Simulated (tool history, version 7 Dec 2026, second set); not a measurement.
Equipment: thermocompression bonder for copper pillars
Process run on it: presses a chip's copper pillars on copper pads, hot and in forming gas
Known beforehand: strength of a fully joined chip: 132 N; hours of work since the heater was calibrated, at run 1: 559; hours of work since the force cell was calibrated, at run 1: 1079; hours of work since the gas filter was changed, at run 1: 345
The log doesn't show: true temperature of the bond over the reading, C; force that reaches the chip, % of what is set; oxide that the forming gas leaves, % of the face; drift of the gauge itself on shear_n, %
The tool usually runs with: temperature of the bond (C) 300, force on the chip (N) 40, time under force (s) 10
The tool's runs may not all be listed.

run,hour,temperature of the bond (C),force on the chip (N),time under force (s),hours of work since the heater was calibrated,hours of work since the force cell was calibrated,hours of work since the gas filter was changed,force that shears a chip off (N)
1,0,300,40,10,559,1079,345,63.9
2,33.6,300,40,10,583,1103,369,63.6
3,63.8,300,40,10,604,1125,391,63.3
4,80.5,300,40,10,616,1136,403,63.4
# hour 86.2: forming gas filter changed
5,102.3,300,40,10,632,1152,12,64.7
6,125.1,300,40,10,648,1168,28,64.5
7,149.2,300,40,10,665,1185,45,64.5
8,186.7,300,40,10,692,1212,72,63.9
9,213,300,40,10,711,1231,91,63.6
10,239.7,299,40,10,730,1250,110,63.7
11,267.1,299,40,10,750,1270,130,63.5
# hour 277: heater calibrated with a thermocouple chip
12,301.2,299,40,10,17,1293,153,67.9
13,320.9,299,40,10,31,1307,167,67.2
14,340.6,299,40,10,46,1321,181,67.6
15,375.6,283,40,10,71,1346,206,58.8
# hour 378.9: force cell calibrated
16,411.6,283,40,10,95,23,231,60.4
17,448.2,283,40,10,122,50,257,59.9
18,464.2,327,40,10,133,61,268,82.1
# hour 472.4: force cell calibrated, once more
19,498,300,40,10,156,18,291,63.7
20,521.2,271,40,5,173,35,308,37.2
21,556.6,274,40,7,198,60,333,44.1
22,577.1,294,45,24,213,75,348,86.7
23,612.9,305,44,10,239,101,374,70.4
24,645.2,292,37,10,262,124,397,55.5
# hour 659.5: forming gas filter changed
25,676,287,32,10,283,146,12,49
26,694.5,329,40,10,297,159,25,79.1
27,710.8,329,36,15,308,170,37,83.9

Expected results for the next run?
28,747.1,329,36,12,334,196,63,?

{"run 28": {"force that shears a chip off (N)": 77.9}}
Minus the tool's unlogged condition, the same run would have read force that shears a chip off (N) 79.5.
